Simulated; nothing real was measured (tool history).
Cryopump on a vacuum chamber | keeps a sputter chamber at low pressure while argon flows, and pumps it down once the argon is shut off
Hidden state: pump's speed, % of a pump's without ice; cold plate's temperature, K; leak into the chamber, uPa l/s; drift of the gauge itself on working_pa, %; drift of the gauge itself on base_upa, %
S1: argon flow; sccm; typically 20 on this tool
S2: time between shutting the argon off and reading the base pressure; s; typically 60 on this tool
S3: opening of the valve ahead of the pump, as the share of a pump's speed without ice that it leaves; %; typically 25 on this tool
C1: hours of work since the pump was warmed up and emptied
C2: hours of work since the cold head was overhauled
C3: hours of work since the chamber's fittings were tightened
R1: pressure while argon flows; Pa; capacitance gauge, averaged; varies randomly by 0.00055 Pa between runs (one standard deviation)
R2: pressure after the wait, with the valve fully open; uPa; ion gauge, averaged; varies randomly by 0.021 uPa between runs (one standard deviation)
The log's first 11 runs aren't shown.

run   hour  S1   S2  S3   C1    C2    C3      R1    R2
 12  262.6  20   91  25  542  1127   771  0.0631  0.67
 13  286.2  20   91  25  558  1142   786  0.0624  0.69
 14  303.4  20   91  25  569  1154   797  0.0616  0.70
     311.2  -- pump warmed up, emptied and cooled again
 15  343.2  20   91  25   21  1176   819  0.0591  0.61
 16  384.3  20   91  25   47  1203   846  0.0598  0.64
 17  420.0  20   60  25   70  1226   869  0.0611  0.72
 18  457.5  30  107  20   95  1250   894  0.1112  0.60
 19  488.7  30  107  20  115  1270   914  0.1120  0.62
 20  514.4  27  194  25  132  1287   930  0.0813  0.62
 21  541.7  27  194  27  149  1305   948  0.0757  0.59
 22  574.3  39   63  25  170  1326   969  0.1181  0.77
 23  610.2   9   96  44  194  1349   992  0.0161  0.73
 24  634.4   9   96  44  209  1365  1008  0.0142  0.69
 25  659.8   9   96  44  226  1381  1025  0.0148  0.74
 26  680.2  11   53  24  239  1394  1038  0.0351  0.85
 27  704.5  16  291  49  255  1410  1053  0.0255  0.60
 28  744.8  20   36  25  281  1436  1080  0.0605  0.99
 29  778.0  24  147  19  302  1458  1101  0.0957  0.68
 30  799.0  24  147  19  316  1471  1115  0.0944  0.69
 31  839.0  24  141  50  342  1497  1141  0.0372  0.73
 32  877.0  28   40  46  366  1522  1165  0.0471  0.99
 33  907.4  28   40  46  386  1542  1185  0.0479  1.00
 34  930.8  28   40  46  401  1557  1200  0.0486  1.04

3 options for the next run, each taken on its own from the tool as it stands now. Forecast them:
  A  965.6  28  60  33  424  1579  1223   ?   ?
  B  965.6  17  54  46  424  1579  1223   ?   ?
  C  965.6  21  88  17  424  1579  1223   ?   ?

run      R1    R2
  A  0.0642  0.91
  B  0.0295  0.97
  C  0.0944  0.84
Stripped of hidden state, with their random variation kept, the same runs would have yielded:
run      R1    R2
  A  0.0616  0.36
  B  0.0280  0.43
  C  0.0925  0.31
